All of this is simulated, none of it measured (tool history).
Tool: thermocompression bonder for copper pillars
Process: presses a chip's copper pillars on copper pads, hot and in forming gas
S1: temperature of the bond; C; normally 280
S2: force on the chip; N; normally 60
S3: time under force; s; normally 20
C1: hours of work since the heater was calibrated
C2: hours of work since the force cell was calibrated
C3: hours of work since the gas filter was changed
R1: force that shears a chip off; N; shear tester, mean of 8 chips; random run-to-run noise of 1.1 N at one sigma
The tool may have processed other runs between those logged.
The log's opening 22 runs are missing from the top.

run,hour,S1,S2,S3,C1,C2,C3,R1
23,1132.4,256,67,25,246,432,79,89.7
24,1164,256,67,25,261,447,94,89.9
25,1201.9,260,67,25,279,465,112,89.9
26,1265.3,291,60,14,309,495,142,87.8
27,1328.9,291,60,14,339,525,172,85.6
28,1402.5,274,51,47,374,560,207,96.4
29,1457,280,60,14,400,586,233,76.2
30,1499.6,259,73,26,420,606,253,90.4
31,1540.6,280,39,20,439,625,272,58.8
# hour 1547.4: forming gas filter changed
32,1596.5,280,39,20,466,652,23,63.7
33,1650.3,291,87,11,491,677,49,107.3
34,1692.2,299,60,53,511,697,68,123
# hour 1734.4: force cell calibrated
35,1759.7,299,60,53,542,12,100,126.2
36,1803.6,280,66,38,563,33,120,112.3
37,1857.5,280,66,38,588,58,146,111.9
38,1890.5,295,46,51,604,74,162,106.1

Each row is a separate what-if for the run after 38, all from the same tool condition, not one after another. Results?
A,1949.6,282,82,36,632,102,189,?
B,1949.6,283,40,56,632,102,189,?
C,1949.6,269,85,20,632,102,189,?
D,1949.6,271,52,13,632,102,189,?

run,R1
A,118.7
B,91
C,101.5
D,62.2
The same runs, with their run-to-run variation unchanged, on a tool lacking any hidden condition would have given:
run,R1
A,133
B,104.7
C,116
D,73
